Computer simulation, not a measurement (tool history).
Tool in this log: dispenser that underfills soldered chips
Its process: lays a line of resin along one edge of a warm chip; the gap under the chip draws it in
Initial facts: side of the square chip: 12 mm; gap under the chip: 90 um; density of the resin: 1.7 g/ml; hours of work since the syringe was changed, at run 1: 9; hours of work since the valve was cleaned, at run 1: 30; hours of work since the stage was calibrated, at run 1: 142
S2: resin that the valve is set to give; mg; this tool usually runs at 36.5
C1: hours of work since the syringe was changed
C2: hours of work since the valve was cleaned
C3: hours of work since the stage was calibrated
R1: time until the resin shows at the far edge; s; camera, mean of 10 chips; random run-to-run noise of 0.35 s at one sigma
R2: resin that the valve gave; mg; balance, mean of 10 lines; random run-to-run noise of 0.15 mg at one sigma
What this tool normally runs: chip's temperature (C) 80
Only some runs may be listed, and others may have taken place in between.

Run 1, hour 0.0: usual settings; C1 9; C2 30; C3 142. Result: R1 23.5 s, R2 35.79 mg.
At hour 2.1: new syringe of resin.
Run 2, hour 4.2: usual settings; C1 2; C2 33; C3 145. Result: R1 18.1 s, R2 36.10 mg.
Run 3, hour 7.8: usual settings; C1 4; C2 36; C3 147. Result: R1 20.2 s, R2 35.78 mg.
Run 4, hour 11.8: usual settings but S2 45.3 mg; C1 8; C2 39; C3 150. Result: R1 21.6 s, R2 44.49 mg.
Run 5, hour 14.9: usual settings but S2 45.3 mg; C1 10; C2 41; C3 153. Result: R1 24.6 s, R2 44.45 mg.
At hour 16.1: new syringe of resin.
Run 6, hour 19.1: usual settings but S2 45.3 mg; C1 2; C2 45; C3 156. Result: R1 18.0 s, R2 44.67 mg.
Run 7, hour 22.6: usual settings but S2 45.3 mg; C1 5; C2 47; C3 159. Result: R1 20.5 s, R2 44.00 mg.
Run 8, hour 27.6: usual settings but S2 34.3 mg; C1 9; C2 51; C3 162. Result: R1 23.9 s, R2 33.70 mg.
At hour 30.1: new syringe of resin.
Run 9, hour 33.6: usual settings; C1 3; C2 56; C3 167. Result: R1 18.8 s, R2 35.42 mg.
Run 10, hour 39.1: usual settings but S2 43.8 mg; C1 7; C2 60; C3 171. Result: R1 22.1 s, R2 42.42 mg.
At hour 44.0: new syringe of resin.
Run 11, hour 46.2: usual settings but S2 43.8 mg; C1 2; C2 65; C3 176. Result: R1 17.6 s, R2 42.07 mg.
Run 12, hour 50.8: usual settings but S2 46.3 mg; C1 5; C2 69; C3 180. Result: R1 20.4 s, R2 44.74 mg.
Run 13, hour 56.3: usual settings but S2 46.3 mg; C1 10; C2 73; C3 184. Result: R1 23.2 s, R2 44.59 mg.
At hour 58.1: new syringe of resin.
Run 14, hour 59.5: usual settings; C1 1; C2 75; C3 186. Result: R1 18.0 s, R2 35.21 mg.
At hour 65.5: dispensing valve cleaned and set on the balance.
Run 15, hour 66.1: usual settings; C1 5; C2 0; C3 191. Result: R1 19.6 s, R2 36.68 mg.
Run 16, hour 69.2: usual settings but chip's temperature (C) 68, S2 44.5 mg; C1 8; C2 3; C3 193. Result: R1 34.9 s, R2 44.59 mg.
At hour 73.0: new syringe of resin.
Run 17, hour 74.8: usual settings but chip's temperature (C) 87, S2 46.2 mg; C1 1; C2 7; C3 197. Result: R1 13.4 s, R2 45.95 mg.
Run 18, hour 80.5: usual settings but chip's temperature (C) 70, S2 42.1 mg; C1 6; C2 11; C3 202. Result: R1 30.9 s, R2 41.89 mg.
At hour 87.1: new syringe of resin.
Run 19, hour 87.3: usual settings but S2 47.4 mg; C1 0; C2 16; C3 207. Result: R1 16.4 s, R2 47.09 mg.
Run 20, hour 92.2: usual settings but S2 47.4 mg; C1 4; C2 20; C3 210. Result: R1 19.2 s, R2 47.03 mg.
Run 21, hour 95.5: usual settings but chip's temperature (C) 87, S2 34.2 mg; C1 7; C2 23; C3 213. Result: R1 16.4 s, R2 33.83 mg.
Run 22, hour 99.7: usual settings but chip's temperature (C) 87, S2 34.2 mg; C1 10; C2 26; C3 216. Result: R1 17.9 s, R2 33.94 mg.
At hour 101.1: new syringe of resin.
Run 23, hour 103.5: usual settings but chip's temperature (C) 73, S2 33.1 mg; C1 2; C2 29; C3 219. Result: R1 23.7 s, R2 32.70 mg.
Run 24, hour 108.6: usual settings but chip's temperature (C) 66; C1 6; C2 33; C3 223. Result: R1 36.7 s, R2 35.98 mg.
Run 25, hour 111.6: usual settings but chip's temperature (C) 89, S2 34.6 mg; C1 8; C2 35; C3 225. Result: R1 16.5 s, R2 34.21 mg.
Run 26, hour 114.5: usual settings but S2 39.1 mg; C1 10; C2 37; C3 227. Result: R1 23.6 s, R2 38.48 mg.
At hour 115.3: new syringe of resin.
Run 27, hour 121.5: usual settings but chip's temperature (C) 92, S2 41.9 mg; C1 5; C2 42; C3 232. Result: R1 12.3 s, R2 40.49 mg.
Run 28, hour 125.9: usual settings but chip's temperature (C) 92, S2 41.9 mg; C1 8; C2 46; C3 236. Result: R1 13.8 s, R2 40.99 mg.
At hour 129.5: new syringe of resin.
Run 29, hour 132.2: usual settings but chip's temperature (C) 82, S2 34.9 mg; C1 2; C2 50; C3 241. Result: R1 16.2 s, R2 34.11 mg.

Predict each of these 3 candidate next runs independently; none follows another, all start after run 29:
Run A, hour 138.3: usual settings but chip's temperature (C) 76, S2 40.7 mg; C1 7; C2 55; C3 245. Result: R1 ?, R2 ?.
Run B, hour 138.3: usual settings but chip's temperature (C) 82, S2 35.5 mg; C1 7; C2 55; C3 245. Result: R1 ?, R2 ?.
Run C, hour 138.3: usual settings but chip's temperature (C) 87, S2 32.8 mg; C1 7; C2 55; C3 245. Result: R1 ?, R2 ?.

run    R1     R2
  A  24.5  39.67
  B  19.3  34.42
  C  16.3  31.73
With no hidden state in the tool, these same runs would have given:
run    R1     R2
  A  20.1  40.77
  B  15.7  35.37
  C  13.3  32.61
